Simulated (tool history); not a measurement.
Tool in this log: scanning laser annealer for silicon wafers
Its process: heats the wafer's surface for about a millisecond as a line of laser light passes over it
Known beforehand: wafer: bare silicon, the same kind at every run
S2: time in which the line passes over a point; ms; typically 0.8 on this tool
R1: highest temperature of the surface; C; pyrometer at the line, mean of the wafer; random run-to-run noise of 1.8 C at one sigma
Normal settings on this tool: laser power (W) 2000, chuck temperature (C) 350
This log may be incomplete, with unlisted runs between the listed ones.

{"run": 1, "hour": 0.0, "laser power (W)": 2000, "S2": 0.8, "chuck temperature (C)": 350, "R1": 1039}
{"run": 2, "hour": 44.2, "laser power (W)": 2000, "S2": 0.8, "chuck temperature (C)": 350, "R1": 1037}
{"run": 3, "hour": 88.7, "laser power (W)": 2000, "S2": 0.8, "chuck temperature (C)": 350, "R1": 1028}
{"run": 4, "hour": 136.4, "laser power (W)": 2123, "S2": 0.8, "chuck temperature (C)": 350, "R1": 1084}
{"run": 5, "hour": 171.0, "laser power (W)": 2123, "S2": 0.8, "chuck temperature (C)": 347, "R1": 1075}
{"run": 6, "hour": 213.6, "laser power (W)": 1719, "S2": 0.912, "chuck temperature (C)": 381, "R1": 973}
{"hour": 219.8, "done": "window over the wafer cleaned"}
{"run": 7, "hour": 237.5, "laser power (W)": 2101, "S2": 0.588, "chuck temperature (C)": 330, "R1": 947}
{"run": 8, "hour": 287.2, "laser power (W)": 2101, "S2": 0.588, "chuck temperature (C)": 330, "R1": 941}
{"run": 9, "hour": 319.3, "laser power (W)": 2101, "S2": 0.588, "chuck temperature (C)": 330, "R1": 942}
{"run": 10, "hour": 353.4, "laser power (W)": 2000, "S2": 0.903, "chuck temperature (C)": 370, "R1": 1060}

Forecast each of these 5 alternatives for the next run:
{"run": "A", "hour": 397.1, "laser power (W)": 1951, "S2": 0.835, "chuck temperature (C)": 340, "R1": "?"}
{"run": "B", "hour": 397.1, "laser power (W)": 2000, "S2": 0.8, "chuck temperature (C)": 328, "R1": "?"}
{"run": "C", "hour": 397.1, "laser power (W)": 2000, "S2": 0.8, "chuck temperature (C)": 323, "R1": "?"}
{"run": "D", "hour": 397.1, "laser power (W)": 2124, "S2": 0.718, "chuck temperature (C)": 369, "R1": "?"}
{"run": "E", "hour": 397.1, "laser power (W)": 1973, "S2": 0.8, "chuck temperature (C)": 350, "R1": "?"}

run=A R1=984
run=B R1=978
run=C R1=973
run=D R1=1038
run=E R1=989
Stripped of hidden state, with their random variation kept, the same runs would have yielded:
run=A R1=1054
run=B R1=1049
run=C R1=1043
run=D R1=1110
run=E R1=1059
